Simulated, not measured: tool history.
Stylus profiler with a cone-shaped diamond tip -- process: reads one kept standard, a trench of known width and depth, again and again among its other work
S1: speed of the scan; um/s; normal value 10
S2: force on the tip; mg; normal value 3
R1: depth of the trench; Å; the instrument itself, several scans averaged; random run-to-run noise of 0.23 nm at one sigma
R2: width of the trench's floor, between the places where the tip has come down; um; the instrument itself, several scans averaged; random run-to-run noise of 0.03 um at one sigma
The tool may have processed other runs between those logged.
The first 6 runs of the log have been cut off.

| run | hour | S1 | S2 | R1 | R2 |
|---|---|---|---|---|---|
| 7 | 109 | 10 | 4.27 | 10175.3 | 14.63 |
| 8 | 130.9 | 10 | 3 | 10143.2 | 14.63 |
| 9 | 151.2 | 10 | 3 | 10140.5 | 14.66 |
| 10 | 176.3 | 10 | 3 | 10146.2 | 14.53 |
| 11 | 188.2 | 10 | 3 | 10144.5 | 14.55 |
| 12 | 215.9 | 10 | 2.21 | 10125.6 | 14.56 |
| 13 | 242.4 | 10 | 2.81 | 10143.3 | 14.51 |
| 14 | 255.5 | 10 | 3 | 10145.9 | 14.49 |
| 15 | 267.3 | 10 | 3 | 10147.6 | 14.44 |
| 16 | 284.9 | 10 | 3 | 10149 | 14.4 |
|  | 286.7 | height scale calibrated on a step standard |
| 17 | 313.7 | 10 | 3 | 10158.6 | 14.44 |
| 18 | 331.4 | 9 | 3 | 10159.3 | 14.37 |
| 19 | 358.6 | 13 | 1.27 | 10108.4 | 14.28 |
| 20 | 374.3 | 19 | 1.27 | 10106.4 | 14.27 |
|  | 387 | height scale calibrated on a step standard, once more |
| 21 | 394.1 | 19 | 1.21 | 10069.4 | 14.24 |
| 22 | 407.7 | 19 | 1.21 | 10063.5 | 14.23 |
| 23 | 421.3 | 33 | 3.51 | 10134.7 | 14.2 |
| 24 | 437.8 | 5 | 3.14 | 10123.4 | 14.27 |
| 25 | 454.6 | 8 | 1.34 | 10073.6 | 14.25 |
| 26 | 469.4 | 17 | 1.44 | 10072.5 | 14.14 |
| 27 | 487.1 | 10 | 6.68 | 10207.6 | 14.21 |

For run 28, what comes out?
| 28 | 511.1 | 10 | 6.68 | ? | ? |

Run 28 produced R1 10206.6 Å, R2 14.26 um.
On a tool with no hidden condition, and with the same random variation, this run would have come out at R1 10203.6 Å, R2 15.99 um.
